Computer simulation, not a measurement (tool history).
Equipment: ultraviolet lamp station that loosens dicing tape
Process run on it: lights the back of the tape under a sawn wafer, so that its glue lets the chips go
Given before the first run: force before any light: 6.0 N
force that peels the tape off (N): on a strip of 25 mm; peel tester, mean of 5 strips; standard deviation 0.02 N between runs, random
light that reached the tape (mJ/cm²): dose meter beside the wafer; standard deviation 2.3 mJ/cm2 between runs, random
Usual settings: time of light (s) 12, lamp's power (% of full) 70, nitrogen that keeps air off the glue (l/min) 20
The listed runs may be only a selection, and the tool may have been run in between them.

run,hour,time of light (s),lamp's power (% of full),nitrogen that keeps air off the glue (l/min),force that peels the tape off (N),light that reached the tape (mJ/cm²)
1,0,12,70,20,1.142,199
2,23.1,12,70,20,1.181,197
3,64.8,12,70,20,1.196,191
4,84.2,12,83,20,0.88,225
5,128.6,12,83,20,0.963,220
6,148.3,12,70,11,1.712,185
7,174.4,12,70,11,1.835,186
8,212.8,12,90,11,1.384,232
9,251.8,12,90,8,1.628,232
# hour 265.9: window cleaned of glue's vapour
10,275.8,12,90,8,1.268,266
11,315.2,12,90,8,1.325,257
12,347.4,22,70,20,0.358,369
13,391.1,22,70,20,0.388,359
14,434.6,22,70,20,0.401,354
15,464.2,22,70,20,0.402,349
16,496.9,22,82,20,0.303,404
17,520.6,22,82,20,0.31,399
18,544.8,22,82,20,0.324,396
19,573.9,22,82,20,0.322,387
20,596.6,22,82,20,0.335,384
21,624.8,12,72,7,2.179,179
22,669.9,12,79,38,0.835,198
23,700.7,8,88,20,1.814,141
# hour 711.8: window cleaned of glue's vapour
24,726.3,8,88,20,1.506,168
25,752.9,8,88,20,1.58,163
26,783.3,11,88,20,1.018,218
27,808.1,12,63,15,1.667,173
28,841.7,8,92,15,1.788,162
29,873.6,8,92,15,1.787,160
30,913.4,8,92,15,1.818,159
31,944.6,8,92,15,1.887,156
32,965.7,8,92,15,1.898,153
33,1005.4,24,61,14,0.717,298
34,1033.5,10,70,14,2.108,143
35,1054.6,10,70,33,1.489,137
36,1091.2,11,70,40,1.187,154

Forecast each of these 4 alternatives for the next run:
A,1119.5,8,68,16,?,?
B,1119.5,16,78,20,?,?
C,1119.5,15,62,40,?,?
D,1119.5,8,63,7,?,?

run,force that peels the tape off (N),light that reached the tape (mJ/cm²)
A,2.639,108
B,0.84,238
C,0.896,183
D,3.5,98
Without the tool's hidden state the same runs would have given:
run,force that peels the tape off (N),light that reached the tape (mJ/cm²)
A,1.963,147
B,0.455,328
C,0.492,250
D,2.87,134
